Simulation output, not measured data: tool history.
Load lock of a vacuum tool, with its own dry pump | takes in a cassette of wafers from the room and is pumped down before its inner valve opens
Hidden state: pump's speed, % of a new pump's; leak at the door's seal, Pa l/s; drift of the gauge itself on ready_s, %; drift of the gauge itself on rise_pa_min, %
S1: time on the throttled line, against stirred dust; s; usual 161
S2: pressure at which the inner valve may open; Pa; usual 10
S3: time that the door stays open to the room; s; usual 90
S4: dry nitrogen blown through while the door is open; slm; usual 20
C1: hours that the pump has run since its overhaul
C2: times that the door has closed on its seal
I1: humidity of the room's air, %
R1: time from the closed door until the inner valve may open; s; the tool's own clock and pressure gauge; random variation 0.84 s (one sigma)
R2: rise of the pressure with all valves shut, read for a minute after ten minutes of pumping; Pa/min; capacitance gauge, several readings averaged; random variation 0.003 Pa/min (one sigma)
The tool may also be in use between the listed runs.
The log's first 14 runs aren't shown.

run	hour	S1	S2	S3	S4	C1	C2	I1	R1	R2
15	4782.7	161	10	90	20	14131	19224	44	269.6	0.11
16	5234.9	161	10	90	15	14583	20465	42.5	270.2	0.128
17	5614.1	161	12	90	20	14963	21505	46.6	269.1	0.127
18	6018.3	161	12	90	20	15367	22614	43	269.6	0.139
19	6287.7	254	12	90	33	15636	23354	42.9	342.7	0.146
20	6719.5	189	12	90	18	16068	24539	45.1	291.1	0.158
21	7147.5	161	12	62	6	16496	25713	45.4	268.8	0.173
22	7497	161	12	62	6	16845	26672	42.1	268.3	0.179
23	7923.9	161	12	62	6	17272	27844	46	270.9	0.193
24	8298.1	161	12	62	6	17646	28870	44.3	269.5	0.202
25	8567.1	102	18	31	38	17916	29609	45.2	214.2	0.201
26	8826.5	102	18	31	38	18175	30320	44	215	0.206
27	9282.2	245	11	171	17	18631	31571	44.4	338.1	0.24
28	9585.7	317	11	231	17	18934	32404	45.3	395.8	0.249
29	9893.2	161	10	234	20	19242	33247	45.4	273.8	0.262
30	10121.7	161	10	234	20	19470	33874	44.5	275.5	0.269
31	10395.6	161	10	90	8	19744	34626	44.8	273.6	0.277
32	10793.9	161	10	107	8	20142	35719	47.7	273.5	0.29
33	11193.6	161	10	107	8	20542	36816	46.4	274.7	0.298
34	11506.1	161	10	107	8	20855	37673	43.2	273.6	0.308
35	11953.9	161	10	107	8	21302	38902	43.9	274.1	0.33
36	12234.3	144	11	147	7	21583	39671	46.6	259.3	0.345

3 ways to go on from here, each from the tool as it stands after run 36. What would each give?
A	12664	298	11	56	26	22012	40850	43.4	?	?
B	12664	161	10	41	20	22012	40850	47.8	?	?
C	12664	144	11	147	34	22012	40850	44.9	?	?

run	R1	R2
A	383.3	0.342
B	275.1	0.333
C	260.2	0.349
Without the tool's hidden state the same runs would have given:
run	R1	R2
A	375.2	0.014
B	264.1	0.012
C	249	0.022

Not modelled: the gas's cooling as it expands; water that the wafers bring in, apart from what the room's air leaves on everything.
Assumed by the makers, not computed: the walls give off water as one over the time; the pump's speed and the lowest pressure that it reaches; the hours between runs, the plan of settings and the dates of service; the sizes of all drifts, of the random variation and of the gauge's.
